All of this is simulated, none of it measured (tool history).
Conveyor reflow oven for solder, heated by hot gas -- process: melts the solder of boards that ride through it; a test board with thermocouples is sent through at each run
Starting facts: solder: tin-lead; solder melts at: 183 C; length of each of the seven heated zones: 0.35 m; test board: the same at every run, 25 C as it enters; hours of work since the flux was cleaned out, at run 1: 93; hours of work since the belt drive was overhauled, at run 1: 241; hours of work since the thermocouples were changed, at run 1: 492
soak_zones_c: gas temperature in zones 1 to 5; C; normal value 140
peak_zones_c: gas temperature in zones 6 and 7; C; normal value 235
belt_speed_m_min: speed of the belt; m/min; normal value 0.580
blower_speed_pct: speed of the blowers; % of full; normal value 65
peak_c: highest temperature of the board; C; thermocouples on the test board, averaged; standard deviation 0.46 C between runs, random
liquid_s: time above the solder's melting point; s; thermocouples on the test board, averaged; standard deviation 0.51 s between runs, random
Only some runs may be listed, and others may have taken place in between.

run   hour  soak_zones_c  peak_zones_c  belt_speed_m_min  blower_speed_pct  hours of work since the flux was cleaned out  hours of work since the belt drive was overhauled  hours of work since the thermocouples were changed  peak_c  liquid_s
  1    0.0           140           235             0.580                65                                            93                                                241                                                 492   222.0      59.7
  2   25.4           140           235             0.580                65                                           109                                                257                                                 508   222.8      58.5
  3   50.5           140           235             0.580                65                                           125                                                273                                                 524   223.1      59.6
  4   88.5           140           235             0.580                65                                           150                                                298                                                 549   223.3      58.7
  5  127.9           140           235             0.580                65                                           175                                                323                                                 574   223.0      58.2
  6  148.4           140           235             0.586                65                                           189                                                336                                                 587   222.2      57.8
  7  177.0           140           235             0.586                65                                           207                                                355                                                 606   221.5      57.9
  8  204.5           137           235             0.586                65                                           225                                                373                                                 623   221.5      56.3
  9  245.4           137           235             0.586                65                                           251                                                399                                                 650   221.4      57.2
 10  270.8           137           235             0.586                65                                           267                                                415                                                 666   222.3      58.4
 11  303.0           137           235             0.586                65                                           288                                                436                                                 687   221.1      57.2
 12  325.2           137           235             0.586                65                                           302                                                450                                                 701   221.6      56.4
 13  359.0           137           235             0.586                65                                           324                                                472                                                 723   221.8      56.7
 14  396.8           152           248             0.662                53                                           348                                                496                                                 747   229.3      59.7
 15  417.3           131           225             0.580                65                                           362                                                510                                                 760   211.5      49.0
 16  454.1           131           225             0.472                51                                           385                                                533                                                 784   215.8      65.3
 17  478.1           131           225             0.472                51                                           401                                                549                                                 799   215.9      66.0
 18  509.5           146           249             0.695                80                                           421                                                569                                                 820   232.8      54.8
     545.6  -- flux residue cleaned out of gas plates and filters
 19  555.1           129           249             0.588                83                                             6                                                595                                                 846   238.4      63.1
 20  574.1           129           249             0.588                83                                            18                                                607                                                 858   237.2      63.5
 21  594.0           129           249             0.588                83                                            31                                                620                                                 871   237.2      64.1
 22  617.3           129           249             0.588                83                                            46                                                635                                                 886   237.3      63.2
 23  635.3           129           249             0.588                83                                            58                                                647                                                 897   236.9      63.9

A few steps of peak_c between consecutive runs. Split each: what settings, incoming material and random variation would produce without the hidden state, and what is left over for the hidden state, along with gauge scatter present in only one of the two compared results (measured, and without hidden state):
The tool's hidden condition here consists of: heat that the gas passes to the board, % of a clean oven's; belt's true speed, % of the reading; true gas temperature in zones 6 and 7 over the reading, C; drift of the gauge itself on peak_c, C; drift of the gauge itself on liquid_s, %.
Run 14 -> 15: soak_zones_c 152 -> 131, peak_zones_c 248 -> 225, belt_speed_m_min 0.662 -> 0.580, blower_speed_pct 53 -> 65. peak_c -17.8 C: hidden state +0.2, all else -18.0.
Run 17 -> 18: soak_zones_c 131 -> 146, peak_zones_c 225 -> 249, belt_speed_m_min 0.472 -> 0.695, blower_speed_pct 51 -> 80. peak_c +16.9 C: hidden state -1.1, all else +18.0.
Run 18 -> 19: soak_zones_c 146 -> 129, belt_speed_m_min 0.695 -> 0.588, blower_speed_pct 80 -> 83, flux residue cleaned out of gas plates and filters. peak_c +5.6 C: hidden state +2.5, all else +3.1.
